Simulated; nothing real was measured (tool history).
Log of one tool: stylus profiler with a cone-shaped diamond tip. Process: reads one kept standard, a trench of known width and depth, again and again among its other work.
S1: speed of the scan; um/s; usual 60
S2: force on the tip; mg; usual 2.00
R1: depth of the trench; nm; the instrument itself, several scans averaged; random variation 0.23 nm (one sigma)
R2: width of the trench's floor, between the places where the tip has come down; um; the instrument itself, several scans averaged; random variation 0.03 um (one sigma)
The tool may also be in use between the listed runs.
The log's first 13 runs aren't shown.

run   hour   S1    S2       R1     R2
 14  219.9  133  2.00  1008.82  43.56
 15  241.1  133  2.44  1009.82  43.61
 16  261.0   16  2.44  1010.08  43.92
 17  270.4   60  4.70  1015.17  43.88
 18  284.3   60  4.70  1015.39  43.89
 19  299.3   60  4.70  1015.34  43.84
 20  316.0  102  2.00  1008.83  43.65
 21  332.0  102  2.00  1008.50  43.63
 22  347.8   60  2.00  1009.00  43.79
 23  368.9   60  2.00  1008.23  43.79
 24  386.7   60  2.00  1008.55  43.75
 25  407.7   34  2.82  1011.20  43.86
 26  429.1   15  5.40  1015.97  43.97
 27  439.8   17  2.20  1009.34  43.90
 28  457.4   17  2.20  1009.11  43.88
 29  470.3   91  1.35  1006.98  43.59
 30  486.4  112  2.00  1008.87  43.61
 31  500.6  187  1.73  1007.84  43.25
 32  523.3  187  1.73  1007.93  43.26
 33  538.5   77  1.23  1006.22  43.63
 34  561.8   77  1.23  1005.98  43.54
 35  578.6  231  1.34  1006.87  42.96

Forecast run 36:
 36  594.9  17  1.77   ?   ?

R1: 1008.05 nm
R2: 43.90 um
Without the tool's hidden state the same run would have given R1 1008.03 nm, R2 43.92 um.
